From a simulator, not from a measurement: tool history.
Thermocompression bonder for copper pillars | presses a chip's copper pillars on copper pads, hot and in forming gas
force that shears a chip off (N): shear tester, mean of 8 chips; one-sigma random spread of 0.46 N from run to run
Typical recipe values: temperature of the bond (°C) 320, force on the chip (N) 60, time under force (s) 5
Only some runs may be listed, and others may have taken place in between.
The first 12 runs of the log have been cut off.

run	hour	temperature of the bond (°C)	force on the chip (N)	time under force (s)	hours of work since the heater was calibrated	hours of work since the force cell was calibrated	hours of work since the gas filter was changed	force that shears a chip off (N)
13	762.2	320	60	12	65	1355	324	78.3
14	819.4	320	60	5	110	1399	368	63.6
15	877.3	320	60	5	156	1445	414	63.7
16	953.3	320	60	5	215	1504	473	62.8
# hour 958.8: forming gas filter changed
17	1033	320	60	8	277	1566	58	73.8
18	1094.7	320	60	8	325	1614	106	72.4
19	1138.9	318	60	5	360	1649	141	64.2
# hour 1147.4: force cell calibrated
20	1180.7	318	60	5	391	26	172	64.8
21	1258.8	320	53	4	452	87	234	58.6

Expected results for the next run?
22	1312.6	291	43	4	495	129	276	?

force that shears a chip off (N): 37.6
On a tool with no hidden condition, and with the same random variation, this run would have come out at force that shears a chip off (N) 37.8.
